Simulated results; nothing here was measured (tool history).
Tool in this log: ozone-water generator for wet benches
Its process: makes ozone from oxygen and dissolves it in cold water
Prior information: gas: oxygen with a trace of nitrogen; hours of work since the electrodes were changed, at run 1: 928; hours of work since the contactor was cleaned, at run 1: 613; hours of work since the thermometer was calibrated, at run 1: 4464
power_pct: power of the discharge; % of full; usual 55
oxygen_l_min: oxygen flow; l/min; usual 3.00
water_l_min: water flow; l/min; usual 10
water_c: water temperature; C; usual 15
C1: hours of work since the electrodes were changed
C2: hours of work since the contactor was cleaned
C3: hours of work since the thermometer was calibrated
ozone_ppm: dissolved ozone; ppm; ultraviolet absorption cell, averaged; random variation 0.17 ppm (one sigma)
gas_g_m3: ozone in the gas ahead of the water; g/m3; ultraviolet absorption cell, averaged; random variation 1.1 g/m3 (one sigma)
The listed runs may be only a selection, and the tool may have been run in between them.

Run 1, hour 0.0: usual settings; C1 928; C2 613; C3 4464. Result: ozone_ppm 21.8 ppm, gas_g_m3 193.3 g/m3.
At hour 58.6: water thermometer calibrated.
Run 2, hour 62.3: usual settings; C1 984; C2 670; C3 3. Result: ozone_ppm 21.7 ppm, gas_g_m3 195.3 g/m3.
Run 3, hour 106.6: usual settings but water_l_min 8 l/min; C1 1025; C2 710; C3 44. Result: ozone_ppm 25.0 ppm, gas_g_m3 191.5 g/m3.
Run 4, hour 143.7: usual settings but power_pct 73 % of full; C1 1059; C2 744; C3 78. Result: ozone_ppm 25.8 ppm, gas_g_m3 235.9 g/m3.
Run 5, hour 180.0: usual settings; C1 1092; C2 777; C3 111. Result: ozone_ppm 21.2 ppm, gas_g_m3 194.1 g/m3.
At hour 208.4: water thermometer calibrated, once more.
Run 6, hour 221.9: usual settings but water_c 8 C; C1 1130; C2 815; C3 12. Result: ozone_ppm 23.8 ppm, gas_g_m3 190.4 g/m3.
Run 7, hour 253.2: usual settings but oxygen_l_min 2.60 l/min; C1 1158; C2 844; C3 41. Result: ozone_ppm 21.0 ppm, gas_g_m3 201.2 g/m3.
Run 8, hour 298.5: usual settings but oxygen_l_min 2.60 l/min; C1 1200; C2 885; C3 82. Result: ozone_ppm 21.2 ppm, gas_g_m3 200.5 g/m3.
Run 9, hour 369.5: usual settings but water_l_min 7 l/min; C1 1264; C2 950; C3 147. Result: ozone_ppm 27.9 ppm, gas_g_m3 190.9 g/m3.
Run 10, hour 411.7: usual settings but power_pct 63 % of full, oxygen_l_min 3.55 l/min, water_c 21 C; C1 1303; C2 988; C3 186. Result: ozone_ppm 21.7 ppm, gas_g_m3 198.7 g/m3.
Run 11, hour 481.3: usual settings but power_pct 63 % of full, oxygen_l_min 3.55 l/min, water_c 22 C; C1 1366; C2 1052; C3 249. Result: ozone_ppm 21.2 ppm, gas_g_m3 198.1 g/m3.
Run 12, hour 513.8: usual settings but power_pct 46 % of full, oxygen_l_min 3.55 l/min, water_l_min 8 l/min, water_c 13 C; C1 1396; C2 1081; C3 279. Result: ozone_ppm 24.1 ppm, gas_g_m3 160.9 g/m3.
Run 13, hour 547.5: usual settings but power_pct 46 % of full, oxygen_l_min 3.55 l/min, water_l_min 8 l/min, water_c 13 C; C1 1427; C2 1112; C3 310. Result: ozone_ppm 23.8 ppm, gas_g_m3 158.9 g/m3.
Run 14, hour 619.2: usual settings but power_pct 46 % of full, oxygen_l_min 2.09 l/min, water_l_min 11 l/min, water_c 12 C; C1 1492; C2 1178; C3 375. Result: ozone_ppm 16.5 ppm, gas_g_m3 194.1 g/m3.
Run 15, hour 673.7: usual settings but power_pct 46 % of full, oxygen_l_min 2.09 l/min, water_l_min 11 l/min, water_c 12 C; C1 1542; C2 1227; C3 425. Result: ozone_ppm 16.3 ppm, gas_g_m3 191.7 g/m3.
Run 16, hour 739.1: usual settings but power_pct 91 % of full, oxygen_l_min 1.89 l/min; C1 1602; C2 1287; C3 484. Result: ozone_ppm 26.2 ppm, gas_g_m3 310.4 g/m3.
Run 17, hour 791.1: usual settings but power_pct 69 % of full, oxygen_l_min 2.94 l/min, water_l_min 12 l/min, water_c 10 C; C1 1649; C2 1335; C3 532. Result: ozone_ppm 22.4 ppm, gas_g_m3 220.9 g/m3.
Run 18, hour 826.0: usual settings but power_pct 90 % of full, oxygen_l_min 2.20 l/min; C1 1681; C2 1366; C3 564. Result: ozone_ppm 27.1 ppm, gas_g_m3 289.2 g/m3.

Below are 3 alternative next runs, each starting from the tool's condition after run 18. Predict each:
Run A, hour 882.3: usual settings but power_pct 59 % of full; C1 1732; C2 1418; C3 615. Result: ozone_ppm ?, gas_g_m3 ?.
Run B, hour 882.3: usual settings but power_pct 43 % of full, water_l_min 8 l/min, water_c 16 C; C1 1732; C2 1418; C3 615. Result: ozone_ppm ?, gas_g_m3 ?.
Run C, hour 882.3: usual settings but power_pct 90 % of full, oxygen_l_min 2.25 l/min; C1 1732; C2 1418; C3 615. Result: ozone_ppm ?, gas_g_m3 ?.

run  ozone_ppm  gas_g_m3
  A       22.1     198.8
  B       20.9     160.2
  C       26.9     287.2
With the hidden condition removed and each run's random variation left untouched, the same runs would have given:
run  ozone_ppm  gas_g_m3
  A       23.9     211.5
  B       22.3     168.0
  C       29.8     311.6
